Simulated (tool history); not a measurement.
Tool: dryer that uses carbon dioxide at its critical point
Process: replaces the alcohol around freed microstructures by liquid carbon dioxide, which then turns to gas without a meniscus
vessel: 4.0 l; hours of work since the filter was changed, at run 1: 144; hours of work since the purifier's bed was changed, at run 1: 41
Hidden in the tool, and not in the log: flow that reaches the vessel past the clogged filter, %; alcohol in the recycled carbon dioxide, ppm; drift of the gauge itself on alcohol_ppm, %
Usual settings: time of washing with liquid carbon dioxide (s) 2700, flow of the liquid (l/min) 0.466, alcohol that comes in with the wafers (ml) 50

run   hour  time of washing with liquid carbon dioxide (s)  flow of the liquid (l/min)  alcohol that comes in with the wafers (ml)  hours of work since the filter was changed  hours of work since the purifier's bed was changed  alcohol left in the vessel before it's heated (ppm by volume)
  1      0                                            2700                       0.466                                          50                                         144                                                  41                                                            143
  2    9.7                                            2700                       0.466                                          50                                         148                                                  45                                                            146
  3   18.2                                            2700                       0.466                                          50                                         151                                                  48                                                            142
  4   26.7                                            2700                       0.466                                          50                                         154                                                  52                                                            151
      31.8  -- inlet filter changed
  5     39                                            2700                       0.466                                          50                                           3                                                  56                                                             93
  6   45.2                                            2700                       0.466                                          50                                           5                                                  58                                                             88
  7   52.8                                            2700                       0.466                                          50                                           8                                                  61                                                             91
  8   62.5                                            2700                       0.466                                          50                                          12                                                  65                                                             89
  9     72                                            2700                       0.466                                          50                                          16                                                  69                                                            101
 10   81.9                                            2700                       0.466                                          50                                          19                                                  73                                                             98
 11   92.4                                            2700                       0.332                                          50                                          23                                                  77                                                            375
 12  102.4                                            2700                       0.506                                          50                                          27                                                  81                                                             51
 13    112                                            2700                       0.466                                          30                                          31                                                  84                                                             69
 14    120                                            2700                       0.643                                          30                                          34                                                  88                                                             22
 15  130.6                                            2700                       0.643                                          30                                          38                                                  92                                                             20
 16  140.6                                            2700                       0.353                                          20                                          42                                                  96                                                            132
 17  146.9                                            3060                       0.353                                          20                                          45                                                  98                                                             86
 18  154.4                                            3060                       0.353                                          20                                          48                                                 101                                                             95
 19  164.5                                            2640                        0.43                                          49                                          51                                                 105                                                            162
 20  175.2                                            2940                       0.785                                          20                                          56                                                 109                                                             14
 21  183.5                                            3720                       0.551                                          61                                          59                                                 112                                                             25
 22  193.2                                            2580                       0.466                                          50                                          63                                                 116                                                            141
 23  203.4                                            2580                       0.466                                          50                                          67                                                 120                                                            144
 24  212.9                                            2580                       0.466                                          50                                          70                                                 124                                                            143
 25  221.2                                            2580                       0.466                                          50                                          73                                                 127                                                            138
 26  231.5                                            2700                       0.558                                          50                                          77                                                 131                                                             52
 27  241.9                                            2940                       0.784                                          50                                          82                                                 135                                                             25
 28  251.4                                            2940                       0.784                                          50                                          85                                                 138                                                             18
 29    256                                            2520                       0.772                                          72                                          87                                                 140                                                             23

4 ways to go on from here, each from the tool as it stands after run 29. What would each give?
  A  266.4                                            2040                       0.466                                          50                                          91                                                 144                                                              ?
  B  266.4                                            3300                       0.307                                          50                                          91                                                 144                                                              ?
  C  266.4                                            3060                       0.772                                          30                                          91                                                 144                                                              ?
  D  266.4                                            2700                       0.526                                          50                                          91                                                 144                                                              ?

run  alcohol left in the vessel before it's heated (ppm by volume)
  A                                                            375
  B                                                            322
  C                                                             24
  D                                                             78
Without the tool's hidden state the same runs would have given:
run  alcohol left in the vessel before it's heated (ppm by volume)
  A                                                            278
  B                                                            236
  C                                                             11
  D                                                             45

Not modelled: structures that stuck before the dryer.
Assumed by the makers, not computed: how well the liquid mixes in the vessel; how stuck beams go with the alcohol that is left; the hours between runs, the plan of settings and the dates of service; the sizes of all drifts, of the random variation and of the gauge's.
